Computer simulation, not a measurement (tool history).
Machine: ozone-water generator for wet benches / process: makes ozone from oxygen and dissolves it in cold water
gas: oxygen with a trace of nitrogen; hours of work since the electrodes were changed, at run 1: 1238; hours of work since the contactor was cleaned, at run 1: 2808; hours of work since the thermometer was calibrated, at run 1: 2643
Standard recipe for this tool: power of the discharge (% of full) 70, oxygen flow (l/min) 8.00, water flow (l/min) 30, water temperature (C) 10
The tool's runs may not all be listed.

run,hour,power of the discharge (% of full),oxygen flow (l/min),water flow (l/min),water temperature (C),hours of work since the electrodes were changed,hours of work since the contactor was cleaned,hours of work since the thermometer was calibrated,dissolved ozone (ppm),ozone in the gas ahead of the water (g/m3)
1,0.0,70,8.00,30,10,1238,2808,2643,31.3,241.6
2,14.1,70,8.00,35,10,1252,2822,2657,27.3,241.7
3,44.1,70,8.00,35,10,1281,2851,2686,27.1,241.8
4,66.3,70,8.00,35,10,1303,2873,2708,27.6,239.3
5,79.5,51,8.00,30,10,1316,2886,2721,24.6,190.8
6,110.2,51,8.00,30,10,1346,2916,2750,24.9,190.8
7,126.1,51,8.00,30,10,1361,2931,2766,24.6,189.0
8,147.3,51,8.00,30,10,1382,2952,2787,24.8,189.8
9,173.2,51,8.00,30,15,1407,2977,2812,22.9,189.8
10,196.2,70,8.00,30,5,1430,3000,2834,32.8,239.5
11,214.5,42,8.00,30,10,1447,3017,2852,21.7,165.8
12,233.9,45,8.00,30,10,1466,3036,2871,22.3,172.3
13,254.2,45,8.00,30,10,1486,3056,2891,22.6,173.4
14,277.7,45,8.00,30,10,1509,3079,2914,22.7,173.9
15,301.6,45,8.00,30,10,1532,3102,2937,22.6,174.0
16,322.1,70,13.26,30,10,1552,3122,2957,33.5,196.0
17,339.8,70,8.00,41,10,1570,3139,2974,23.3,236.8
18,360.4,70,8.00,31,11,1590,3160,2994,30.1,236.0
19,385.3,42,8.00,23,11,1614,3184,3019,25.4,164.0
20,406.5,72,8.00,30,10,1635,3204,3039,31.7,243.4
21,433.3,72,8.00,30,10,1661,3231,3065,31.3,241.3
22,458.2,41,6.10,46,5,1685,3255,3090,13.7,178.9
23,476.1,41,6.10,29,5,1702,3272,3107,21.1,177.8
24,497.8,41,6.10,29,5,1724,3293,3128,21.5,180.5
25,526.1,46,13.21,26,8,1751,3321,3156,27.6,142.4
26,555.0,46,13.21,26,8,1779,3349,3184,27.7,142.3
27,575.2,73,4.04,19,12,1799,3369,3204,38.8,320.6
28,594.5,50,4.04,19,15,1818,3388,3222,28.2,243.0
29,615.3,50,4.04,19,15,1838,3408,3243,28.5,240.0
30,635.7,59,4.04,44,8,1858,3428,3263,15.6,274.2
31,658.8,75,4.04,44,7,1880,3450,3285,18.7,325.3
32,671.8,44,13.98,47,7,1893,3463,3298,17.7,133.5
33,688.8,70,8.00,30,11,1910,3480,3314,30.7,233.4

Same runs, no hidden state in the tool, same run-to-run variation:
The tool's hidden condition here consists of: yield of the discharge, % of new electrodes'; contactor's efficiency, % of a clean one's; true water temperature over the reading, C; drift of the gauge itself on ozone_ppm, %; drift of the gauge itself on gas_g_m3, %.
run,ozone in the gas ahead of the water (g/m3)
1,241.6
2,241.9
3,242.3
4,239.9
5,191.4
6,191.6
7,189.9
8,190.8
9,191.0
10,241.3
11,167.1
12,173.8
13,175.0
14,175.7
15,175.9
16,198.3
17,239.7
18,239.1
19,166.3
20,247.1
21,245.1
22,181.8
23,180.9
24,183.7
25,145.1
26,145.2
27,327.4
28,248.3
29,245.4
30,280.5
31,333.2
32,136.8
33,239.3
For dissolved ozone (ppm), the value without the hidden state is never more than 0.1 from the measured value.
